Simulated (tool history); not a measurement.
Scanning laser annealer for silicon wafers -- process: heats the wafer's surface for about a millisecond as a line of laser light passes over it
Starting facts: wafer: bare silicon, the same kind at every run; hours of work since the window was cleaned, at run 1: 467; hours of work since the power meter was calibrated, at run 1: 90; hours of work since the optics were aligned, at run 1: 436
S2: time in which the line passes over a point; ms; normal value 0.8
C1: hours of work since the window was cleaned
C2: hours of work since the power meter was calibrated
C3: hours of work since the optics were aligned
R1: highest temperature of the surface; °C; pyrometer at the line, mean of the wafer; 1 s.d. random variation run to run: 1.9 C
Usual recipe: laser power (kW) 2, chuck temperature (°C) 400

Run 1, hour 0: usual settings; C1 467; C2 90; C3 436. Result: R1 1073 °C.
Run 2, hour 7.7: usual settings but S2 0.586 ms; C1 470; C2 93; C3 440. Result: R1 968 °C.
Run 3, hour 14: usual settings but S2 0.586 ms; C1 473; C2 96; C3 443. Result: R1 967 °C.
Run 4, hour 20.6: usual settings but S2 0.601 ms; C1 476; C2 99; C3 446. Result: R1 975 °C.
Run 5, hour 30.1: usual settings but S2 0.99 ms; C1 481; C2 103; C3 450. Result: R1 1152 °C.
Run 6, hour 36.6: usual settings but S2 0.99 ms; C1 484; C2 106; C3 453. Result: R1 1154 °C.
Run 7, hour 45.3: usual settings but laser power (kW) 1.754; C1 487; C2 110; C3 457. Result: R1 978 °C.
Run 8, hour 53.5: usual settings but S2 0.677 ms; C1 491; C2 114; C3 461. Result: R1 1011 °C.
Run 9, hour 59.6: usual settings but S2 0.677 ms; C1 494; C2 117; C3 464. Result: R1 1012 °C.
Run 10, hour 67.4: usual settings but S2 0.677 ms; C1 498; C2 120; C3 467. Result: R1 1011 °C.
Run 11, hour 72.9: usual settings but S2 0.677 ms; C1 500; C2 123; C3 470. Result: R1 1013 °C.
Run 12, hour 77.2: usual settings but S2 0.677 ms; C1 502; C2 125; C3 472. Result: R1 1008 °C.
Run 13, hour 83.2: usual settings but S2 0.905 ms; C1 505; C2 128; C3 474. Result: R1 1117 °C.
Run 14, hour 92.5: usual settings but S2 0.905 ms; C1 509; C2 132; C3 479. Result: R1 1114 °C.
Run 15, hour 96.8: usual settings but S2 0.905 ms; C1 511; C2 134; C3 481. Result: R1 1117 °C.
Run 16, hour 103.1: usual settings but S2 0.932 ms, chuck temperature (°C) 417; C1 514; C2 137; C3 483. Result: R1 1143 °C.
Run 17, hour 109.5: usual settings but laser power (kW) 2.11, S2 0.624 ms; C1 517; C2 140; C3 486. Result: R1 1022 °C.
Run 18, hour 117.5: usual settings but laser power (kW) 1.779, S2 0.959 ms, chuck temperature (°C) 431; C1 520; C2 143; C3 490. Result: R1 1075 °C.
Run 19, hour 123.4: usual settings but laser power (kW) 1.974, chuck temperature (°C) 371; C1 523; C2 146; C3 493. Result: R1 1025 °C.
At hour 126.8: laser's power meter calibrated.
Run 20, hour 134.8: usual settings but laser power (kW) 1.974, chuck temperature (°C) 371; C1 527; C2 4; C3 497. Result: R1 1033 °C.
Run 21, hour 139.8: usual settings but laser power (kW) 2.048, S2 0.836 ms; C1 529; C2 6; C3 499. Result: R1 1105 °C.
Run 22, hour 145.1: usual settings but laser power (kW) 1.986, S2 0.836 ms; C1 532; C2 8; C3 501. Result: R1 1080 °C.
Run 23, hour 153.1: usual settings but laser power (kW) 1.879, S2 0.983 ms; C1 535; C2 12; C3 505. Result: R1 1099 °C.
Run 24, hour 157.9: usual settings but laser power (kW) 1.879, S2 0.983 ms; C1 537; C2 14; C3 507. Result: R1 1095 °C.
Run 25, hour 164.9: usual settings but laser power (kW) 1.88, S2 0.611 ms, chuck temperature (°C) 440; C1 541; C2 17; C3 510. Result: R1 978 °C.
Run 26, hour 170.5: usual settings but laser power (kW) 1.95, chuck temperature (°C) 426; C1 543; C2 20; C3 513. Result: R1 1077 °C.
At hour 180.6: laser's power meter calibrated, once more.
Run 27, hour 180.6: usual settings but laser power (kW) 1.87, chuck temperature (°C) 377; C1 546; C2 0; C3 516. Result: R1 994 °C.
Run 28, hour 190.1: usual settings but S2 0.592 ms; C1 551; C2 4; C3 520. Result: R1 964 °C.

How would selected steps in R1 from run to run divide? Give the signed amount a tool lacking its hidden state would still show from settings, what came in and random variation, and the signed amount left for the hidden state, including any gauge scatter that is not in both of the compared results.
The hidden state here: light that passes the window, % of a clean one's; laser's true power over the reading, %; width of the line over the set one, %; drift of the gauge itself on peak_c, C.
Run 4 -> 5: S2 0.601 -> 0.99. R1 +177 °C: hidden state -9, all else +186.
Run 6 -> 7: laser power (kW) 2 -> 1.754, S2 0.99 -> 0.8. R1 -176 °C: hidden state +9, all else -185.
